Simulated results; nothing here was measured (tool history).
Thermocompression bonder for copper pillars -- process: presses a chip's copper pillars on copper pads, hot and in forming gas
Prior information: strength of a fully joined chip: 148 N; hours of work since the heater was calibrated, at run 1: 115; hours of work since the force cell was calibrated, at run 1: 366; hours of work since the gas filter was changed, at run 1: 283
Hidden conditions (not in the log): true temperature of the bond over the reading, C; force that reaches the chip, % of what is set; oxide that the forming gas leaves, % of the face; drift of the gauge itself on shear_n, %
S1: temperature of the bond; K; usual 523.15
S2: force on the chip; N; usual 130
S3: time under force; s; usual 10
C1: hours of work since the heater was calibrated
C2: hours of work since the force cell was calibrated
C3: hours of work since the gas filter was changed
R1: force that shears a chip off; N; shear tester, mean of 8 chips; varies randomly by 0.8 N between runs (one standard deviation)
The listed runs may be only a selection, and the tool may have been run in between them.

| run | hour | S1 | S2 | S3 | C1 | C2 | C3 | R1 |
|---|---|---|---|---|---|---|---|---|
| 1 | 0 | 523.15 | 130 | 10 | 115 | 366 | 283 | 62.4 |
| 2 | 27.9 | 523.15 | 130 | 10 | 133 | 384 | 300 | 63.5 |
|  | 71 | forming gas filter changed |
| 3 | 87.4 | 523.15 | 130 | 5 | 170 | 421 | 10 | 47.2 |
| 4 | 132.4 | 549.15 | 130 | 5 | 199 | 450 | 39 | 67.8 |
| 5 | 172.1 | 549.15 | 130 | 5 | 224 | 475 | 64 | 65.3 |
| 6 | 216.3 | 549.15 | 130 | 5 | 252 | 503 | 92 | 67.4 |
| 7 | 241.9 | 549.15 | 130 | 5 | 269 | 519 | 108 | 66.1 |
| 8 | 279.1 | 549.15 | 130 | 5 | 292 | 543 | 132 | 65.2 |
| 9 | 338.5 | 549.15 | 130 | 5 | 330 | 580 | 170 | 67.3 |
| 10 | 382.9 | 549.15 | 130 | 5 | 358 | 609 | 198 | 65.2 |
| 11 | 435.7 | 549.15 | 130 | 5 | 391 | 642 | 231 | 68 |
| 12 | 495.5 | 549.15 | 130 | 5 | 429 | 680 | 269 | 66.2 |
| 13 | 522.5 | 549.15 | 130 | 5 | 446 | 697 | 286 | 66.4 |
| 14 | 568.6 | 549.15 | 130 | 5 | 476 | 726 | 316 | 66.5 |
|  | 589.1 | forming gas filter changed |
| 15 | 618.5 | 552.15 | 130 | 10 | 507 | 758 | 19 | 88.8 |
| 16 | 649.6 | 552.15 | 130 | 10 | 527 | 777 | 38 | 87 |
| 17 | 676.6 | 552.15 | 130 | 10 | 544 | 795 | 56 | 86.6 |
| 18 | 735 | 552.15 | 130 | 10 | 581 | 832 | 93 | 85.1 |
|  | 751.9 | heater calibrated with a thermocouple chip |
| 19 | 780.9 | 523.15 | 149 | 10 | 18 | 859 | 120 | 73 |
| 20 | 809.5 | 523.15 | 130 | 14 | 37 | 878 | 139 | 70.4 |
| 21 | 860.7 | 523.15 | 166 | 6 | 69 | 910 | 171 | 67.8 |
| 22 | 895.3 | 523.15 | 166 | 6 | 91 | 932 | 193 | 66.1 |
| 23 | 921.5 | 532.15 | 137 | 10 | 108 | 949 | 210 | 74.3 |
|  | 979.4 | force cell calibrated |
| 24 | 983.4 | 532.15 | 137 | 10 | 146 | 3 | 248 | 74.3 |
| 25 | 1045.9 | 532.15 | 137 | 10 | 186 | 42 | 288 | 72.6 |
| 26 | 1092.7 | 499.15 | 129 | 9 | 215 | 72 | 317 | 41 |
|  | 1110.2 | forming gas filter changed |
| 27 | 1130 | 499.15 | 129 | 9 | 239 | 95 | 13 | 40.1 |
| 28 | 1193.2 | 499.15 | 129 | 9 | 279 | 135 | 53 | 42.2 |
| 29 | 1239 | 499.15 | 129 | 9 | 308 | 164 | 82 | 41.2 |
| 30 | 1298.6 | 531.15 | 130 | 23 | 346 | 202 | 120 | 91.1 |
| 31 | 1340.9 | 502.15 | 101 | 23 | 372 | 229 | 146 | 47.4 |
| 32 | 1386.1 | 516.15 | 169 | 6 | 401 | 258 | 175 | 62.1 |
| 33 | 1426.4 | 516.15 | 169 | 6 | 427 | 283 | 201 | 62.4 |
| 34 | 1469.1 | 517.15 | 193 | 12 | 454 | 310 | 228 | 91.6 |
| 35 | 1522 | 523.15 | 182 | 14 | 487 | 344 | 261 | 95.5 |
| 36 | 1585 | 497.15 | 81 | 10 | 527 | 384 | 301 | 22.2 |
|  | 1628.6 | forming gas filter changed |
| 37 | 1635 | 497.15 | 178 | 9 | 559 | 415 | 4 | 57.3 |
| 38 | 1683.3 | 540.15 | 106 | 12 | 589 | 446 | 35 | 64.2 |

Hidden state or all else? Some run-to-run changes of R1, split into what the settings, what came in and random variation would give without the hidden state, and what is left for the hidden state (with any gauge scatter that isn't in both results):
Run 18 -> 19: S1 552.15 -> 523.15, S2 130 -> 149, heater calibrated with a thermocouple chip. R1 -12.1 N: hidden state +0.6, all else -12.7.
Run 29 -> 30: S1 499.15 -> 531.15, S2 129 -> 130, S3 9 -> 23. R1 +49.9 N: hidden state -0.3, all else +50.2.
Run 30 -> 31: S1 531.15 -> 502.15, S2 130 -> 101. R1 -43.7 N: hidden state +0.1, all else -43.8.
Run 35 -> 36: S1 523.15 -> 497.15, S2 182 -> 81, S3 14 -> 10. R1 -73.3 N: hidden state +0.6, all else -73.9.

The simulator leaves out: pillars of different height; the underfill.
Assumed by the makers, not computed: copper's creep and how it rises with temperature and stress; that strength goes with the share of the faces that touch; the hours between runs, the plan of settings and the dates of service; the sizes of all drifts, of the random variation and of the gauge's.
